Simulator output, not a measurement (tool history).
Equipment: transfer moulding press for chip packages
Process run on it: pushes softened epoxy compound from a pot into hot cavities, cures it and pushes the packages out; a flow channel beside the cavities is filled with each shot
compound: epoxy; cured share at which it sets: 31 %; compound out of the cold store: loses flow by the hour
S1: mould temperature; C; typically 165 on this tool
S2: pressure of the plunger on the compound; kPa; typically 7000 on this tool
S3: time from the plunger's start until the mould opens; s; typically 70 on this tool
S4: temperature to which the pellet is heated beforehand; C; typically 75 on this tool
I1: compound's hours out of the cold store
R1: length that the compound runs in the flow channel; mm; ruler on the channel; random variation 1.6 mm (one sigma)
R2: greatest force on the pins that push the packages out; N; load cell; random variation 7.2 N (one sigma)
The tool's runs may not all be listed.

{"run": 1, "hour": 0.0, "S1": 165, "S2": 7000, "S3": 70, "S4": 75, "I1": 33.7, "R1": 840, "R2": 313}
{"hour": 60.8, "done": "cavities cleaned with cleaning compound and waxed"}
{"run": 2, "hour": 63.7, "S1": 165, "S2": 8480, "S3": 70, "S4": 75, "I1": 26.7, "R1": 962, "R2": 328}
{"run": 3, "hour": 162.1, "S1": 165, "S2": 7000, "S3": 70, "S4": 75, "I1": 10.8, "R1": 955, "R2": 346}
{"hour": 186.2, "done": "cavities cleaned with cleaning compound and waxed"}
{"run": 4, "hour": 252.3, "S1": 165, "S2": 7000, "S3": 70, "S4": 75, "I1": 14.8, "R1": 930, "R2": 344}
{"run": 5, "hour": 292.9, "S1": 165, "S2": 7000, "S3": 70, "S4": 75, "I1": 9.5, "R1": 963, "R2": 358}
{"hour": 309.2, "done": "plunger's sealing rings changed"}
{"hour": 318.4, "done": "cavities cleaned with cleaning compound and waxed"}
{"run": 6, "hour": 360.6, "S1": 165, "S2": 7380, "S3": 70, "S4": 75, "I1": 27.3, "R1": 892, "R2": 321}
{"hour": 444.3, "done": "cavities cleaned with cleaning compound and waxed"}
{"hour": 458.9, "done": "mould's thermocouples calibrated"}
{"run": 7, "hour": 460.1, "S1": 165, "S2": 7000, "S3": 71, "S4": 75, "I1": 16.6, "R1": 924, "R2": 320}
{"run": 8, "hour": 539.0, "S1": 162, "S2": 7000, "S3": 71, "S4": 75, "I1": 33.4, "R1": 855, "R2": 370}
{"hour": 574.1, "done": "cavities cleaned with cleaning compound and waxed"}
{"run": 9, "hour": 613.8, "S1": 162, "S2": 7000, "S3": 71, "S4": 75, "I1": 44.8, "R1": 799, "R2": 373}
{"hour": 624.2, "done": "plunger's sealing rings changed"}
{"hour": 702.2, "done": "cavities cleaned with cleaning compound and waxed"}
{"run": 10, "hour": 708.9, "S1": 162, "S2": 7500, "S3": 71, "S4": 75, "I1": 44.4, "R1": 831, "R2": 364}
{"run": 11, "hour": 802.1, "S1": 162, "S2": 7500, "S3": 71, "S4": 75, "I1": 33.4, "R1": 882, "R2": 387}
{"hour": 828.1, "done": "cavities cleaned with cleaning compound and waxed"}
{"run": 12, "hour": 885.0, "S1": 162, "S2": 7500, "S3": 71, "S4": 75, "I1": 15, "R1": 976, "R2": 402}
{"hour": 937.5, "done": "plunger's sealing rings changed"}
{"run": 13, "hour": 938.3, "S1": 162, "S2": 7500, "S3": 71, "S4": 75, "I1": 35.8, "R1": 871, "R2": 372}
{"hour": 958.4, "done": "cavities cleaned with cleaning compound and waxed"}
{"run": 14, "hour": 1033.7, "S1": 162, "S2": 7500, "S3": 71, "S4": 75, "I1": 46.8, "R1": 822, "R2": 347}
{"hour": 1080.8, "done": "cavities cleaned with cleaning compound and waxed"}
{"run": 15, "hour": 1121.4, "S1": 162, "S2": 7500, "S3": 71, "S4": 75, "I1": 38.5, "R1": 855, "R2": 374}
{"run": 16, "hour": 1187.3, "S1": 169, "S2": 7500, "S3": 71, "S4": 75, "I1": 31.2, "R1": 866, "R2": 238}
{"hour": 1209.8, "done": "cavities cleaned with cleaning compound and waxed"}
{"hour": 1247.8, "done": "plunger's sealing rings changed"}
{"run": 17, "hour": 1249.3, "S1": 165, "S2": 5540, "S3": 71, "S4": 75, "I1": 31.1, "R1": 760, "R2": 291}
{"hour": 1339.6, "done": "cavities cleaned with cleaning compound and waxed"}
{"run": 18, "hour": 1348.4, "S1": 162, "S2": 8800, "S3": 70, "S4": 69, "I1": 12.8, "R1": 1068, "R2": 441}
{"run": 19, "hour": 1414.8, "S1": 159, "S2": 5610, "S3": 100, "S4": 75, "I1": 17.8, "R1": 845, "R2": 229}
{"hour": 1465.7, "done": "cavities cleaned with cleaning compound and waxed"}
{"run": 20, "hour": 1466.6, "S1": 159, "S2": 5610, "S3": 100, "S4": 75, "I1": 16.7, "R1": 849, "R2": 222}
{"run": 21, "hour": 1533.7, "S1": 169, "S2": 7000, "S3": 70, "S4": 75, "I1": 28.4, "R1": 848, "R2": 247}
{"hour": 1559.7, "done": "plunger's sealing rings changed"}
{"hour": 1595.6, "done": "cavities cleaned with cleaning compound and waxed"}
{"run": 22, "hour": 1620.9, "S1": 169, "S2": 7000, "S3": 70, "S4": 75, "I1": 8.9, "R1": 945, "R2": 262}
{"run": 23, "hour": 1683.4, "S1": 173, "S2": 6240, "S3": 85, "S4": 77, "I1": 25.9, "R1": 802, "R2": 186}
{"hour": 1719.8, "done": "cavities cleaned with cleaning compound and waxed"}
{"run": 24, "hour": 1775.1, "S1": 158, "S2": 6240, "S3": 62, "S4": 77, "I1": 12.2, "R1": 923, "R2": 705}
{"hour": 1848.0, "done": "cavities cleaned with cleaning compound and waxed"}
{"run": 25, "hour": 1848.8, "S1": 165, "S2": 7000, "S3": 92, "S4": 73, "I1": 44.7, "R1": 794, "R2": 209}
{"hour": 1871.9, "done": "plunger's sealing rings changed"}
{"hour": 1904.1, "done": "mould's thermocouples calibrated"}
{"run": 26, "hour": 1920.7, "S1": 165, "S2": 7000, "S3": 92, "S4": 73, "I1": 36.9, "R1": 825, "R2": 199}
{"hour": 1975.2, "done": "cavities cleaned with cleaning compound and waxed"}
{"run": 27, "hour": 1994.0, "S1": 169, "S2": 8470, "S3": 53, "S4": 66, "I1": 47.2, "R1": 848, "R2": 472}

4 ways to go on from here, each from the tool as it stands after run 27. What would each give?
{"run": "A", "hour": 2081.6, "S1": 170, "S2": 7000, "S3": 70, "S4": 75, "I1": 45.6, "R1": "?", "R2": "?"}
{"run": "B", "hour": 2081.6, "S1": 169, "S2": 8470, "S3": 72, "S4": 78, "I1": 15.8, "R1": "?", "R2": "?"}
{"run": "C", "hour": 2081.6, "S1": 167, "S2": 6010, "S3": 70, "S4": 77, "I1": 9.1, "R1": "?", "R2": "?"}
{"run": "D", "hour": 2081.6, "S1": 165, "S2": 5330, "S3": 70, "S4": 75, "I1": 17.1, "R1": "?", "R2": "?"}

run=A R1=775 R2=225
run=B R1=1003 R2=234
run=C R1=881 R2=300
run=D R1=805 R2=332
With the hidden condition removed and each run's random variation left untouched, the same runs would have given:
run=A R1=775 R2=223
run=B R1=1003 R2=232
run=C R1=882 R2=298
run=D R1=806 R2=329
